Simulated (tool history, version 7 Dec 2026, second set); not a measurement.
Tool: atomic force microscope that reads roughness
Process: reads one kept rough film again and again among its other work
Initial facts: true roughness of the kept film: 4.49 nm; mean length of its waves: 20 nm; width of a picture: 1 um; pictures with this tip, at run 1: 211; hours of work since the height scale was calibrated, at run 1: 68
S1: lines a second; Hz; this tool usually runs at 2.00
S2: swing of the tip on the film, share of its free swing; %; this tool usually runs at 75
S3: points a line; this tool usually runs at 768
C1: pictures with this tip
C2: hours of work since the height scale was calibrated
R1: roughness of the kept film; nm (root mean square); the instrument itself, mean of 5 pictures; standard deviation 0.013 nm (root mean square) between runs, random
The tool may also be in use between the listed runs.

run,hour,S1,S2,S3,C1,C2,R1
1,0.0,2.00,75,768,211,68,2.737
2,16.1,2.00,75,477,242,80,2.667
3,27.6,2.00,75,477,264,89,2.641
4,40.5,2.00,75,768,289,99,2.624
5,54.7,2.00,75,768,317,109,2.573
# hour 56.9: height scale calibrated on a step standard
6,71.3,2.00,75,768,347,11,2.530
# hour 80.7: height scale calibrated on a step standard, once more
# hour 83.3: new tip fitted
7,83.9,2.00,75,768,2,2,3.098
8,90.8,1.29,63,768,15,7,3.411
9,104.1,1.38,83,1002,41,17,3.006
10,111.1,1.38,83,1002,54,23,2.992
11,122.9,1.38,83,1002,77,31,2.931
12,134.7,0.79,72,344,100,40,3.126
13,144.8,1.35,72,267,120,48,2.954
14,159.5,1.35,72,267,148,59,2.902

Forecast each of these 4 alternatives for the next run:
A,173.9,0.86,62,723,176,70,?
B,173.9,0.83,72,929,176,70,?
C,173.9,1.35,62,267,176,70,?
D,173.9,1.78,87,768,176,70,?

run,R1
A,3.130
B,3.046
C,2.976
D,2.534
Without the tool's unlogged condition, the same runs would have read:
run,R1
A,3.552
B,3.456
C,3.376
D,2.876
